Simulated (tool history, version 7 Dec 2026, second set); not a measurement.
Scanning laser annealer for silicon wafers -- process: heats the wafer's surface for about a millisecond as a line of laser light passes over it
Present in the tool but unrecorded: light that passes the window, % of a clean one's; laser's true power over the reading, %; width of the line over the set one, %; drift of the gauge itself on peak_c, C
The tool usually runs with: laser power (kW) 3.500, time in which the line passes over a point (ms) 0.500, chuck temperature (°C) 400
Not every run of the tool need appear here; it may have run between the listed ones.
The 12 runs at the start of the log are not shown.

run	day	laser power (kW)	time in which the line passes over a point (ms)	chuck temperature (°C)	hours of work since the window was cleaned	hours of work since the power meter was calibrated	hours of work since the optics were aligned	highest temperature of the surface (°C)
13	28.329	3.500	0.500	400	295	511	559	1125
14	31.396	3.500	0.500	400	327	543	590	1121
15	34.567	3.802	0.500	400	360	575	623	1188
16	37.292	3.500	0.500	400	388	604	652	1116
17	38.771	3.500	0.500	361	403	619	667	1078
18	41.796	3.500	0.500	361	435	651	698	1073
19	44.471	3.500	0.500	400	463	678	726	1110
20	46.071	3.500	0.500	417	479	695	743	1127
21	48.483	3.328	0.500	400	504	720	768	1068
22	50.308	3.010	0.500	366	523	739	787	961
# day 52.046: window over the wafer cleaned
23	52.046	3.809	0.567	427	0	756	804	1300
24	53.508	3.437	0.567	379	15	771	819	1158
25	56.292	3.437	0.567	379	44	800	848	1157

Run 26, settings as shown, results not yet in. Your forecast:
26	58.375	3.437	0.567	379	66	822	870	?

Run 26 gave highest temperature of the surface (°C) 1149.
Without the tool's hidden state the same run would have given highest temperature of the surface (°C) 1170.

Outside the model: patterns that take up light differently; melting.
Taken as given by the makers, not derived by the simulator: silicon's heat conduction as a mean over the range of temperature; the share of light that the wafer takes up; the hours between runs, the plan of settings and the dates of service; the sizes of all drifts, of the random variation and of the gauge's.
